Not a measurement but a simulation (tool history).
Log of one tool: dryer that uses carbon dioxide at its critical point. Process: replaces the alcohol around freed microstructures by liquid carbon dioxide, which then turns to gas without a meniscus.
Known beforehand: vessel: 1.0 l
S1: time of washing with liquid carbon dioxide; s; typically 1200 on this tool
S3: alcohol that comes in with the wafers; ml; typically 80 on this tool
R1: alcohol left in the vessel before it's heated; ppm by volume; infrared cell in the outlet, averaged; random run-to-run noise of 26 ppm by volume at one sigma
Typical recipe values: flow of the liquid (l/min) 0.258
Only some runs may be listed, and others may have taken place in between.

run 1 hour=0 | S1=1200 flow_of_the_liquid_(l/min)=0.258 S3=80 | R1=1958
run 2 hour=51.9 | S1=1200 flow_of_the_liquid_(l/min)=0.258 S3=80 | R1=2265
run 3 hour=101.3 | S1=1200 flow_of_the_liquid_(l/min)=0.258 S3=80 | R1=2564
run 4 hour=148.9 | S1=1380 flow_of_the_liquid_(l/min)=0.258 S3=80 | R1=1707
run 5 hour=199.2 | S1=1200 flow_of_the_liquid_(l/min)=0.258 S3=80 | R1=3311
-- hour=212.9 inlet filter changed
run 6 hour=249.4 | S1=1200 flow_of_the_liquid_(l/min)=0.258 S3=80 | R1=1954
run 7 hour=302.1 | S1=1380 flow_of_the_liquid_(l/min)=0.258 S3=80 | R1=1312
run 8 hour=341.3 | S1=1380 flow_of_the_liquid_(l/min)=0.258 S3=80 | R1=1447
run 9 hour=378.1 | S1=1380 flow_of_the_liquid_(l/min)=0.258 S3=80 | R1=1604
run 10 hour=412.9 | S1=1200 flow_of_the_liquid_(l/min)=0.258 S3=80 | R1=2907
-- hour=468.2 inlet filter changed
run 11 hour=468.2 | S1=1200 flow_of_the_liquid_(l/min)=0.258 S3=47 | R1=1054
run 12 hour=506.6 | S1=1200 flow_of_the_liquid_(l/min)=0.381 S3=87 | R1=428
run 13 hour=529.6 | S1=1500 flow_of_the_liquid_(l/min)=0.171 S3=77 | R1=3460
run 14 hour=583.8 | S1=1200 flow_of_the_liquid_(l/min)=0.188 S3=114 | R1=8194

Run 15 is up next; what results do you expect?
run 15 hour=629.7 | S1=1140 flow_of_the_liquid_(l/min)=0.399 S3=114 | R1=?

R1: 881 ppm by volume
The same run, on a tool lacking any hidden state, would have yielded R1 459 ppm by volume.
